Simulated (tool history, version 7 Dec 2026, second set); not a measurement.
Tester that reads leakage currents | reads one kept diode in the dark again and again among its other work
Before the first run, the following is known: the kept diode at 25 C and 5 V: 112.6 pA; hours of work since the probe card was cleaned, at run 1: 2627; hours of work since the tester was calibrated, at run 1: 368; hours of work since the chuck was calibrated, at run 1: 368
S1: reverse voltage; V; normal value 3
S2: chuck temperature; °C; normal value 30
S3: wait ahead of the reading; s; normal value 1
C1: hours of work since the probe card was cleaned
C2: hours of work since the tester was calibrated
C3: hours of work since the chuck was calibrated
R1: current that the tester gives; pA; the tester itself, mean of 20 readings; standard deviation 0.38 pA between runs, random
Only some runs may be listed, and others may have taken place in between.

run,hour,S1,S2,S3,C1,C2,C3,R1
1,0,3,30,1,2627,368,368,133.82
2,29.2,3,30,1,2650,392,392,134.64
3,53.1,3,30,1,2669,411,411,134.87
4,68.6,6.12,30,1,2681,423,423,201.29
5,87.7,6.12,30,1,2697,438,438,200.36
6,103,3,30,1,2709,450,450,135.62
# hour 107.7: probe card cleaned and baked
7,124.3,1.07,30,1,13,465,465,78.06
8,143.3,2.17,30,1,28,480,480,114.91
9,160.2,13.14,24,1.59,42,493,493,208.82
# hour 170.3: probe card cleaned and baked, once more
10,191.7,13.14,24,1.59,17,516,516,190.78
11,207.1,2.23,34,0.59,29,528,528,153.39
12,231.1,18.05,30,0.47,48,547,547,363.6

Consider 3 possible next runs. They are alternatives, not a sequence: every one starts from the tool as it was left by run 12. What does each give?
A,255,2.66,39,2.06,67,566,566,?
B,255,18.05,39,0.47,67,566,566,?
C,255,18.05,30,1.44,67,566,566,?

run,R1
A,240.27
B,685.33
C,358.31
Without the tool's unlogged condition, the same runs would have read:
run,R1
A,224.97
B,642.03
C,333.99

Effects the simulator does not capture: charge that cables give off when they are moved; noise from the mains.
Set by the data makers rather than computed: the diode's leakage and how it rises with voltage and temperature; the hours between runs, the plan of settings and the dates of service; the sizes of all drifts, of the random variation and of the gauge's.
